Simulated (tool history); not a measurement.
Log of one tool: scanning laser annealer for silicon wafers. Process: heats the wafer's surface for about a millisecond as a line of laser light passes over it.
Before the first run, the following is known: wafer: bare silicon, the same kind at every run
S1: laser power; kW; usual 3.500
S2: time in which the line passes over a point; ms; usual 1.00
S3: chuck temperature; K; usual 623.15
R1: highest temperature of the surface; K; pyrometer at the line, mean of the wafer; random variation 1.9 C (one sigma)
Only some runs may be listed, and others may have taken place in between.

Run 1, hour 0.0: usual settings. Result: R1 1403.15 K.
Run 2, hour 9.3: usual settings but S2 0.72 ms. Result: R1 1274.15 K.
Run 3, hour 17.6: usual settings but S2 0.72 ms, S3 644.15 K. Result: R1 1299.15 K.
Run 4, hour 25.3: usual settings but S2 0.72 ms, S3 644.15 K. Result: R1 1295.15 K.
Run 5, hour 33.5: usual settings but S2 0.89 ms. Result: R1 1355.15 K.
Run 6, hour 37.9: usual settings. Result: R1 1405.15 K.
Run 7, hour 41.8: usual settings but S3 638.15 K. Result: R1 1423.15 K.
Run 8, hour 48.6: usual settings but S3 647.15 K. Result: R1 1429.15 K.
Run 9, hour 55.4: usual settings but S3 647.15 K. Result: R1 1427.15 K.
Run 10, hour 64.4: usual settings but S3 647.15 K. Result: R1 1426.15 K.
Run 11, hour 68.5: usual settings but S3 647.15 K. Result: R1 1426.15 K.
Run 12, hour 73.7: usual settings but S3 647.15 K. Result: R1 1430.15 K.
Run 13, hour 80.7: usual settings but S1 3.184 kW. Result: R1 1328.15 K.
Run 14, hour 84.7: usual settings but S1 3.184 kW. Result: R1 1331.15 K.
Run 15, hour 92.9: usual settings but S1 3.184 kW, S2 0.71 ms. Result: R1 1210.15 K.
Run 16, hour 96.8: usual settings but S1 3.184 kW, S2 0.71 ms. Result: R1 1209.15 K.
Run 17, hour 105.1: usual settings but S1 3.784 kW, S2 1.19 ms, S3 630.15 K. Result: R1 1563.15 K.
Run 18, hour 112.5: usual settings but S1 3.318 kW, S3 657.15 K. Result: R1 1396.15 K.
Run 19, hour 117.3: usual settings but S1 3.181 kW, S2 1.22 ms, S3 602.15 K. Result: R1 1389.15 K.
Run 20, hour 125.1: usual settings but S3 589.15 K. Result: R1 1369.15 K.
Run 21, hour 133.9: usual settings but S1 3.430 kW, S2 0.77 ms, S3 613.15 K. Result: R1 1275.15 K.
Run 22, hour 137.7: usual settings but S2 0.82 ms, S3 629.15 K. Result: R1 1328.15 K.
Run 23, hour 143.6: usual settings but S1 3.504 kW, S2 1.08 ms, S3 649.15 K. Result: R1 1467.15 K.
Run 24, hour 152.2: usual settings but S1 3.146 kW, S2 1.24 ms, S3 660.15 K. Result: R1 1443.15 K.
Run 25, hour 158.0: usual settings but S1 3.450 kW, S2 0.78 ms, S3 660.15 K. Result: R1 1330.15 K.
Run 26, hour 164.9: usual settings but S3 627.15 K. Result: R1 1409.15 K.
Run 27, hour 173.2: usual settings but S1 3.062 kW, S2 0.97 ms, S3 612.15 K. Result: R1 1278.15 K.
Run 28, hour 178.3: usual settings but S1 3.766 kW. Result: R1 1469.15 K.
Run 29, hour 184.0: usual settings but S1 3.766 kW. Result: R1 1466.15 K.

Predict each of these 4 candidate next runs independently; none follows another, all start after run 29:
Run A, hour 188.3: usual settings but S2 1.02 ms. Result: R1 ?.
Run B, hour 188.3: usual settings but S1 3.766 kW, S3 599.15 K. Result: R1 ?.
Run C, hour 188.3: usual settings but S1 3.811 kW, S3 619.15 K. Result: R1 ?.
Run D, hour 188.3: usual settings but S1 3.221 kW, S2 0.90 ms, S3 643.15 K. Result: R1 ?.

run       R1
  A  1410.15
  B  1444.15
  C  1472.15
  D  1319.15
With the hidden condition removed and each run's random variation left untouched, the same runs would have given:
run       R1
  A  1412.15
  B  1446.15
  C  1474.15
  D  1321.15
